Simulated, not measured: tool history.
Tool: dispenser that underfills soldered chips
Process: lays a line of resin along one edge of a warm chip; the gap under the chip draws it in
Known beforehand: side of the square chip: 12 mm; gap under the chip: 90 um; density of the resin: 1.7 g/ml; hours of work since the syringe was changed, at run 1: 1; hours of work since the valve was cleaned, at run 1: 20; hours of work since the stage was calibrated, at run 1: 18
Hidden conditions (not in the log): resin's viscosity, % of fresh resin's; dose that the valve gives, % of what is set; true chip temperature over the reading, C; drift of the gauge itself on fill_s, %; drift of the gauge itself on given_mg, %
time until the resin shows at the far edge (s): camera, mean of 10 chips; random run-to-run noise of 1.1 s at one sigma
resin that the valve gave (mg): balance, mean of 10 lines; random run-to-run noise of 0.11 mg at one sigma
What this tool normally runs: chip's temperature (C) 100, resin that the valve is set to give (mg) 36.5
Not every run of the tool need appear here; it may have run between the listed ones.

| run | day | chip's temperature (C) | resin that the valve is set to give (mg) | hours of work since the syringe was changed | hours of work since the valve was cleaned | hours of work since the stage was calibrated | time until the resin shows at the far edge (s) | resin that the valve gave (mg) |
|---|---|---|---|---|---|---|---|---|
| 1 | 0 | 100 | 36.5 | 1 | 20 | 18 | 108.9 | 35.84 |
| 2 | 0.267 | 100 | 36.5 | 6 | 25 | 23 | 149.8 | 35.55 |
|  | 0.354 | new syringe of resin |
| 3 | 0.454 | 100 | 36.5 | 2 | 28 | 26 | 112 | 35.61 |
| 4 | 0.604 | 100 | 36.5 | 5 | 31 | 29 | 135 | 35.55 |
|  | 0.775 | new syringe of resin |
| 5 | 0.829 | 100 | 36.5 | 1 | 35 | 33 | 106.3 | 35.45 |
| 6 | 0.971 | 100 | 36.5 | 4 | 37 | 36 | 125.6 | 35.07 |
|  | 1.2 | new syringe of resin |
| 7 | 1.267 | 100 | 36.5 | 1 | 43 | 41 | 108.1 | 34.95 |
| 8 | 1.462 | 100 | 36.5 | 5 | 46 | 44 | 138.6 | 35.06 |
|  | 1.633 | new syringe of resin |
| 9 | 1.708 | 100 | 36.5 | 1 | 51 | 49 | 114.5 | 34.82 |
| 10 | 1.838 | 100 | 38.7 | 4 | 53 | 51 | 132.4 | 37.16 |
|  | 1.967 | dispensing valve cleaned and set on the balance |
|  | 2.1 | new syringe of resin |
| 11 | 2.142 | 96 | 33.9 | 1 | 3 | 56 | 126.2 | 33.92 |
| 12 | 2.404 | 86 | 31.6 | 6 | 8 | 61 | 264.9 | 31.68 |
|  | 2.533 | new syringe of resin |
| 13 | 2.642 | 86 | 31.6 | 2 | 12 | 65 | 219.1 | 31.45 |
| 14 | 2.804 | 86 | 31.6 | 5 | 15 | 68 | 263 | 31.21 |
|  | 2.958 | new syringe of resin |
| 15 | 3.021 | 100 | 35.8 | 1 | 19 | 72 | 107.5 | 35.36 |
| 16 | 3.262 | 100 | 42.2 | 6 | 23 | 76 | 142.6 | 41.32 |
|  | 3.379 | new syringe of resin |
| 17 | 3.546 | 94 | 42.8 | 3 | 28 | 81 | 155.1 | 41.74 |
| 18 | 3.746 | 108 | 35.4 | 7 | 32 | 85 | 110.7 | 34.6 |
|  | 3.812 | new syringe of resin |
| 19 | 3.954 | 108 | 35.4 | 3 | 36 | 89 | 86.8 | 34.34 |
| 20 | 4.075 | 108 | 35.4 | 5 | 38 | 91 | 101.2 | 34.17 |

Consider 3 possible next runs. They are alternatives, not a sequence: every one starts from the tool as it was left by run 20. What does each give?
|  | 4.242 | new syringe of resin |
| A | 4.312 | 108 | 41.7 | 1 | 42 | 95 | ? | ? |
|  | 4.242 | new syringe of resin |
| B | 4.312 | 102 | 34 | 1 | 42 | 95 | ? | ? |
|  | 4.242 | new syringe of resin |
| C | 4.312 | 115 | 45.7 | 1 | 42 | 95 | ? | ? |

| run | time until the resin shows at the far edge (s) | resin that the valve gave (mg) |
|---|---|---|
| A | 78.6 | 40.08 |
| B | 101.9 | 33 |
| C | 59 | 43.98 |
Stripped of hidden state, with their random variation kept, the same runs would have yielded:
| run | time until the resin shows at the far edge (s) | resin that the valve gave (mg) |
|---|---|---|
| A | 73.2 | 41.64 |
| B | 94.5 | 34.28 |
| C | 55 | 45.68 |
